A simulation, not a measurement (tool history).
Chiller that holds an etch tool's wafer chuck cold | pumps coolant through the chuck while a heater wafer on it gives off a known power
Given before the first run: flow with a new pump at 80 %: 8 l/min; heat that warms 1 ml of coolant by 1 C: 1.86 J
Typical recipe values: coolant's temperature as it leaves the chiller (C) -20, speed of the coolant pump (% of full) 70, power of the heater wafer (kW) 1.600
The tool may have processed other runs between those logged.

| run | hour | coolant's temperature as it leaves the chiller (C) | speed of the coolant pump (% of full) | power of the heater wafer (kW) | chuck's temperature once it has settled (C) | how much warmer the coolant comes back (C) |
|---|---|---|---|---|---|---|
| 1 | 0.0 | -20 | 70 | 1.600 | -3.6 | 7.43 |
| 2 | 16.5 | -20 | 70 | 1.101 | -8.6 | 5.12 |
| 3 | 38.7 | -20 | 70 | 1.101 | -8.5 | 5.07 |
| 4 | 58.8 | -20 | 70 | 1.101 | -8.6 | 5.04 |
| 5 | 82.3 | -20 | 70 | 1.101 | -8.5 | 4.97 |
| 6 | 105.2 | -20 | 70 | 1.101 | -8.7 | 4.98 |
| 7 | 125.5 | -20 | 70 | 1.101 | -8.6 | 4.92 |
| 8 | 152.6 | -20 | 87 | 1.600 | -6.4 | 5.69 |
| 9 | 165.3 | -20 | 87 | 1.600 | -6.4 | 5.65 |
| 10 | 185.7 | -20 | 87 | 1.600 | -6.7 | 5.60 |
| 11 | 215.3 | -20 | 87 | 1.600 | -6.3 | 5.56 |
| 12 | 239.9 | -20 | 69 | 1.600 | -3.2 | 7.19 |
| 13 | 253.1 | -20 | 70 | 1.600 | -3.5 | 7.05 |
| 14 | 269.3 | -20 | 70 | 1.600 | -3.5 | 7.08 |
| 15 | 285.3 | -20 | 70 | 1.600 | -3.6 | 6.98 |
| 16 | 302.7 | -20 | 70 | 1.600 | -3.6 | 6.99 |
| 17 | 315.7 | -20 | 96 | 1.387 | -9.2 | 4.14 |
| 18 | 329.9 | -13 | 96 | 1.773 | 0.9 | 5.39 |
|  | 342.2 | gauge calibrated |
| 19 | 359.7 | -27 | 87 | 1.473 | -14.6 | 5.39 |
| 20 | 390.6 | -27 | 83 | 0.871 | -19.3 | 3.29 |
| 21 | 411.3 | -27 | 83 | 0.871 | -19.3 | 3.28 |
| 22 | 424.8 | -26 | 83 | 0.871 | -18.3 | 3.20 |
| 23 | 445.3 | -15 | 82 | 1.538 | -1.3 | 5.94 |
| 24 | 465.7 | -19 | 70 | 0.997 | -8.7 | 4.55 |
| 25 | 481.5 | -19 | 70 | 0.997 | -8.6 | 4.50 |
| 26 | 496.0 | -19 | 70 | 0.997 | -8.8 | 4.43 |
| 27 | 523.4 | -20 | 77 | 0.997 | -10.5 | 3.97 |
| 28 | 543.8 | -17 | 70 | 1.600 | -0.5 | 7.11 |
| 29 | 563.3 | -15 | 69 | 1.284 | -1.4 | 5.77 |
| 30 | 589.8 | -21 | 83 | 1.600 | -6.8 | 5.88 |
| 31 | 602.8 | -21 | 83 | 1.600 | -6.7 | 5.81 |

For some of the steps in how much warmer the coolant comes back (C) from one run to the next: how much would appear even if the tool had no hidden state, given the settings, what came in and random variation, and how much remains for the hidden state plus any gauge scatter that the measured result and the result without hidden state don't share?
The hidden state here: heat passed by the chuck's channels, % of clean ones'; flow at a given pump speed, % of a new pump's; coolant's true temperature over the reading, C; drift of the gauge itself on chuck_c, C; drift of the gauge itself on warmer_back_c, C.
Run 2 -> 3: no setting touched and nothing written in the log between the runs. how much warmer the coolant comes back (C) -0.05: hidden state -0.04, all else -0.01.
Run 6 -> 7: no setting touched and nothing written in the log between the runs. how much warmer the coolant comes back (C) -0.06: hidden state -0.04, all else -0.02.
Run 16 -> 17: speed of the coolant pump (% of full) 70 -> 96, power of the heater wafer (kW) 1.600 -> 1.387. how much warmer the coolant comes back (C) -2.85: hidden state -0.02, all else -2.83.
Run 18 -> 19: coolant's temperature as it leaves the chiller (C) -13 -> -27, speed of the coolant pump (% of full) 96 -> 87, power of the heater wafer (kW) 1.773 -> 1.473, gauge calibrated. how much warmer the coolant comes back (C) +0.00: hidden state +0.43, all else -0.43.
Run 22 -> 23: coolant's temperature as it leaves the chiller (C) -26 -> -15, speed of the coolant pump (% of full) 83 -> 82, power of the heater wafer (kW) 0.871 -> 1.538. how much warmer the coolant comes back (C) +2.74: hidden state -0.02, all else +2.76.
Run 27 -> 28: coolant's temperature as it leaves the chiller (C) -20 -> -17, speed of the coolant pump (% of full) 77 -> 70, power of the heater wafer (kW) 0.997 -> 1.600. how much warmer the coolant comes back (C) +3.14: hidden state -0.02, all else +3.16.

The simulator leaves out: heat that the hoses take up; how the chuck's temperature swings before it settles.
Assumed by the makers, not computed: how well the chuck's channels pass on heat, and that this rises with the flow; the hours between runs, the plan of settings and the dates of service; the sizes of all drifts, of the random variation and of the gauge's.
